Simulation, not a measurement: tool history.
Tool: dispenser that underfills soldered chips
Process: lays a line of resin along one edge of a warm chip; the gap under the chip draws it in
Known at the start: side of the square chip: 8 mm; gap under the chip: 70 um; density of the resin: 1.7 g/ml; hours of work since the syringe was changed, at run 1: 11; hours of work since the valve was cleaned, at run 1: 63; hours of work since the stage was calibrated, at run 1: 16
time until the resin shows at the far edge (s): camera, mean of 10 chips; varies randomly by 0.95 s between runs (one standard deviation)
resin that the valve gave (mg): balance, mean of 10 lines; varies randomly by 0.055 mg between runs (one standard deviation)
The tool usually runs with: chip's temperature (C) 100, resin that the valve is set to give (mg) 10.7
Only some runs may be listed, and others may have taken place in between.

run,hour,chip's temperature (C),resin that the valve is set to give (mg),hours of work since the syringe was changed,hours of work since the valve was cleaned,hours of work since the stage was calibrated,time until the resin shows at the far edge (s),resin that the valve gave (mg)
1,0,100,10.7,11,63,16,210,10.08
# hour 1.2: new syringe of resin
2,4.3,100,9.6,2,65,19,112.5,9.05
3,11.4,100,9.6,7,70,24,169.5,9.04
# hour 17.9: new syringe of resin
4,20.2,100,9.6,2,77,30,110.2,8.93
5,24.3,100,9.6,5,79,33,136.8,8.89
6,30.9,87,9.6,9,84,38,291.1,8.79
# hour 34.6: new syringe of resin
7,36.7,87,9.6,2,88,42,159.2,8.82
8,40.5,87,9.6,4,91,44,196.8,8.87
9,44.8,100,10.7,7,94,47,165.5,9.78
10,48.3,100,10.7,10,96,50,200,9.73
# hour 51.2: new syringe of resin
# hour 53.1: dispensing valve cleaned and set on the balance
11,58.1,100,11.8,4,4,56,124.4,11.66
12,63.6,100,10.7,8,7,60,172.8,10.58
# hour 68.7: new syringe of resin
13,68.7,100,10.7,0,11,63,88.8,10.53
14,72.8,100,10.7,3,14,66,115.8,10.61
15,78.1,100,10.7,7,18,70,155.1,10.52
16,84.6,100,10.7,11,22,75,220.9,10.45
# hour 85.5: new syringe of resin
17,89.7,100,10.7,3,26,78,113,10.45
18,96.3,100,10.7,8,30,83,165.7,10.43
19,101.2,106,10.6,11,34,86,184.9,10.38
# hour 102.2: new syringe of resin
20,106.6,106,10.6,3,37,90,101,10.18
21,114.3,106,11,9,43,95,151.2,10.63
# hour 118.8: new syringe of resin
22,118.8,106,11,0,46,98,77.7,10.5
23,124,106,11,4,50,102,104.9,10.5
24,130.1,113,9.1,8,54,106,129.3,8.6
25,134.4,113,13.6,11,57,109,148.3,12.97
# hour 135.5: new syringe of resin
26,142.3,106,11.2,5,62,115,114.2,10.52
27,145.9,100,9.8,7,65,117,169.4,9.2
# hour 151.8: new syringe of resin
28,151.8,102,9.9,0,69,121,90.6,9.43
29,156.4,102,9.9,3,72,124,118.3,9.33
30,162,109,10.7,7,76,128,127.4,10.04
31,167.3,88,11.2,11,80,132,310.1,10.46
# hour 168.8: new syringe of resin
32,176.1,106,11.2,5,86,138,117.2,10.22
33,184.6,87,12.7,11,92,144,318.2,11.61
# hour 185.6: new syringe of resin
34,190.1,100,11,3,96,148,122.1,10.08
# hour 195.1: dispensing valve cleaned and set on the balance
35,196,100,9.6,7,1,152,158.1,9.56

3 options for the next run, each taken on its own from the tool as it stands now. Forecast them:
# hour 203.5: new syringe of resin
A,204.1,96,9.2,0,6,157,?,?
# hour 203.5: new syringe of resin
B,204.1,107,9.3,0,6,157,?,?
# hour 203.5: new syringe of resin
C,204.1,98,13.3,0,6,157,?,?

run,time until the resin shows at the far edge (s),resin that the valve gave (mg)
A,113.8,9.12
B,83.4,9.28
C,99.9,13.18
Without the tool's hidden state the same runs would have given:
run,time until the resin shows at the far edge (s),resin that the valve gave (mg)
A,105.7,9.2
B,77.6,9.37
C,93,13.29

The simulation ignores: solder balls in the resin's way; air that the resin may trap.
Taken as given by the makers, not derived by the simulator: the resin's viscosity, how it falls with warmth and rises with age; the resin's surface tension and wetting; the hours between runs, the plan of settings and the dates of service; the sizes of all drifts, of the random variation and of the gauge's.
